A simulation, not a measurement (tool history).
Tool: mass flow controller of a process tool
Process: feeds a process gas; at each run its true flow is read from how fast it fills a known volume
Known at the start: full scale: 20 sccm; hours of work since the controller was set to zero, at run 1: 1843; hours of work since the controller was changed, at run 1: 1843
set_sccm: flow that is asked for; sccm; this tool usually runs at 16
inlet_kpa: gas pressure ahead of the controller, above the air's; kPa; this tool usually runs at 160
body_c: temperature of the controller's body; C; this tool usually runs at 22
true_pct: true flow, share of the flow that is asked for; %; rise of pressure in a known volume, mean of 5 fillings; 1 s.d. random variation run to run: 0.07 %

run	hour	set_sccm	inlet_kpa	body_c	hours of work since the controller was set to zero	hours of work since the controller was changed	true_pct
1	0	16	160	22	1843	1843	98.32
2	143.4	16	160	22	1895	1895	98.27
3	229.2	16	160	34	1927	1927	98.94
4	380.4	16	262	22	1982	1982	98.77
5	512	16	262	22	2030	2030	98.75
6	642.4	16	262	22	2077	2077	98.77
7	792.4	16	177	22	2132	2132	98.36
8	981.3	16	177	22	2200	2200	98.25
9	1165	16	160	26	2267	2267	98.25
10	1242.1	16	160	33	2295	2295	98.65
11	1429	16	160	22	2363	2363	98.1
12	1513.1	16	160	22	2394	2394	98.14
13	1639.4	16	160	22	2440	2440	98.11
# hour 1647.7: controller's zero set anew
14	1759.3	16	160	22	41	2484	97.76
15	1928.1	2	160	22	102	2545	89.64
16	2014.1	16	160	22	133	2576	97.73
17	2090.5	16	160	22	161	2604	97.87
18	2218.8	16	160	22	208	2651	97.84
19	2364.7	7	160	22	261	2704	95.5
20	2459.5	7	160	22	296	2739	95.54
21	2547.1	7	160	22	327	2770	95.61
22	2664.8	3	160	34	370	2813	92.37
# hour 2693.3: controller's zero set anew, once more
23	2760.3	12	246	22	24	2848	98.64
24	2948.9	12	246	22	93	2917	98.67
25	3059.6	7	160	22	133	2957	97.67
26	3214.5	7	230	22	190	3013	97.97
27	3385	16	163	22	252	3075	98.68
28	3538.6	8	247	35	308	3131	98.7
29	3680.2	3	199	28	359	3183	96.96
30	3819	3	199	28	410	3233	96.91
31	3912.5	3	144	23	444	3267	96.42
32	4067.5	3	144	23	500	3324	96.38
33	4201.4	8	160	22	549	3373	97.47
34	4288.3	8	160	22	581	3404	97.35
35	4372.3	7	149	22	611	3435	97.26
36	4511.2	15	160	22	662	3485	98.32
37	4699.7	15	160	22	731	3554	98.31
38	4855.8	3	174	37	787	3611	96.47
39	4951.7	16	229	24	822	3646	98.82
40	5107.4	16	229	24	879	3703	98.75
41	5259.4	11	229	35	934	3758	98.46

Predict each of these 4 candidate next runs independently; none follows another, all start after run 41:
A	5394.7	14	264	37	984	3807	?
B	5394.7	8	160	30	984	3807	?
C	5394.7	6	158	26	984	3807	?
D	5394.7	11	229	32	984	3807	?

run	true_pct
A	99.09
B	97.56
C	96.86
D	98.31
With the hidden condition removed and each run's random variation left untouched, the same runs would have given:
run	true_pct
A	100.12
B	98.88
C	98.4
D	99.44

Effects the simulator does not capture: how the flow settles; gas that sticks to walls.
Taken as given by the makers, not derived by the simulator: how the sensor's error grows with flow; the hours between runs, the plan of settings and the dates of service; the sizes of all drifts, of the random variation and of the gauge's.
